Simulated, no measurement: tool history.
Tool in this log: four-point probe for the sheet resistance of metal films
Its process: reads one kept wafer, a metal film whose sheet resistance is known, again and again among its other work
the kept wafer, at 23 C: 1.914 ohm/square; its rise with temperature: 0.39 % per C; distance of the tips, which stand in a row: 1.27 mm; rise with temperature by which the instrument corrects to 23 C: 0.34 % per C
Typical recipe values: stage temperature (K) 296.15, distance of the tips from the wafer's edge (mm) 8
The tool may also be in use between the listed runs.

run,hour,stage temperature (K),distance of the tips from the wafer's edge (mm),sheet resistance as the instrument gives it (ohm/square)
1,0,296.15,8,1.928867
2,65.9,296.15,8,1.928629
3,123.8,296.15,8,1.927405
4,185.2,296.15,8,1.928036
5,238.6,291.15,8,1.921709
6,307.4,301.15,8,1.931358
7,354.4,301.15,8,1.930577
8,392.5,303.15,8,1.931922
9,465.5,296.15,8,1.924959
10,535,296.15,8,1.924777
11,608.2,296.15,8,1.924004
# hour 613.4: stage's thermometer calibrated
12,649.5,296.15,8,1.924763
13,729.8,296.15,8,1.924136
14,797.2,296.15,67,1.898731
15,876.9,296.15,67,1.898142
16,934.8,294.15,8,1.920733
17,1017.9,296.15,8,1.922552
# hour 1041.7: new probe head fitted
# hour 1091.6: stage's thermometer calibrated, once more
18,1094.6,299.15,40,1.915718
19,1176.3,294.15,4,2.007385
20,1239.6,294.15,4,2.006655
21,1304.5,296.15,9,1.930599
22,1371.1,303.15,33,1.917644
23,1430.2,308.15,6,1.965381
24,1473.1,291.15,48,1.905047
25,1532,295.15,3,2.074455
26,1587.6,292.15,42,1.905103
27,1630.6,292.15,42,1.905331
28,1686.1,292.15,42,1.904246
29,1724.6,308.15,52,1.917911
30,1761.3,294.15,15,1.912243
31,1818.5,305.15,6,1.95928
32,1897.7,294.15,8,1.928926
33,1948,296.15,6,1.950363
34,1989.7,292.15,58,1.901737

Had the tool no unlogged condition, and each run kept its random variation, what would the results have been?
Hidden state present: inner tips' distance over the nominal, %; tips' flats over new ones', %; wafer's true temperature over the reading, C; drift of the gauge itself on sheet_ohm, %.
run,sheet resistance as the instrument gives it (ohm/square)
1,1.939562
2,1.939855
3,1.939069
4,1.940186
5,1.934221
6,1.944594
7,1.944163
8,1.94586
9,1.939389
10,1.939773
11,1.939556
12,1.939422
13,1.939487
14,1.914443
15,1.91441
16,1.937556
17,1.939996
18,1.917951
19,2.010341
20,2.010095
21,1.934466
22,1.922019
23,1.970335
24,1.910189
25,2.080487
26,1.911149
27,1.911733
28,1.911008
29,1.925145
30,1.919679
31,1.967425
32,1.937509
33,1.959445
34,1.910902

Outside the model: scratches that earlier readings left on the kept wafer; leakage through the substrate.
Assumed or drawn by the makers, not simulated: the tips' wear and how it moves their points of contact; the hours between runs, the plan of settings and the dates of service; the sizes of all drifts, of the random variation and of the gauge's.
